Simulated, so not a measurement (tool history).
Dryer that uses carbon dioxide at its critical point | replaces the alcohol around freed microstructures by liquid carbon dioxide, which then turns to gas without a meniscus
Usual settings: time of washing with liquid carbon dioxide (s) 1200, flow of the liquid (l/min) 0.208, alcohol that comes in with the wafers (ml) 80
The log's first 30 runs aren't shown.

| run | hour | time of washing with liquid carbon dioxide (s) | flow of the liquid (l/min) | alcohol that comes in with the wafers (ml) | hours of work since the filter was changed | hours of work since the purifier's bed was changed | alcohol left in the vessel before it's heated (ppm by volume) |
|---|---|---|---|---|---|---|---|
| 31 | 1239.6 | 1860 | 0.185 | 80 | 165 | 49 | 18 |
| 32 | 1281.8 | 1620 | 0.287 | 105 | 187 | 70 | 5 |
|  | 1291.9 | inlet filter changed |
| 33 | 1320.7 | 1080 | 0.147 | 68 | 15 | 90 | 746 |
| 34 | 1374.7 | 1200 | 0.290 | 31 | 43 | 118 | 27 |
| 35 | 1399.7 | 900 | 0.319 | 27 | 56 | 131 | 29 |
| 36 | 1428.5 | 1440 | 0.178 | 80 | 70 | 146 | 77 |
| 37 | 1485.3 | 1440 | 0.253 | 65 | 100 | 175 | 25 |
| 38 | 1535.9 | 960 | 0.253 | 111 | 126 | 201 | 199 |
| 39 | 1584.3 | 960 | 0.253 | 111 | 151 | 226 | 248 |
| 40 | 1616.6 | 960 | 0.253 | 111 | 168 | 243 | 249 |
| 41 | 1646.3 | 960 | 0.253 | 66 | 183 | 258 | 184 |
|  | 1664.4 | inlet filter changed |
| 42 | 1691.7 | 960 | 0.249 | 66 | 14 | 281 | 86 |
| 43 | 1729.6 | 1560 | 0.140 | 59 | 34 | 300 | 130 |

4 ways to go on from here, each from the tool as it stands after run 43. What would each give?
| A | 1772.9 | 1560 | 0.252 | 21 | 56 | 323 | ? |
| B | 1772.9 | 1560 | 0.140 | 45 | 56 | 323 | ? |
| C | 1772.9 | 1200 | 0.282 | 80 | 56 | 323 | ? |
| D | 1772.9 | 1200 | 0.335 | 80 | 56 | 323 | ? |

| run | alcohol left in the vessel before it's heated (ppm by volume) |
|---|---|
| A | 42 |
| B | 113 |
| C | 38 |
| D | 37 |
Without the tool's hidden state the same runs would have given:
| run | alcohol left in the vessel before it's heated (ppm by volume) |
|---|---|
| A | 9 |
| B | 57 |
| C | 4 |
| D | 5 |
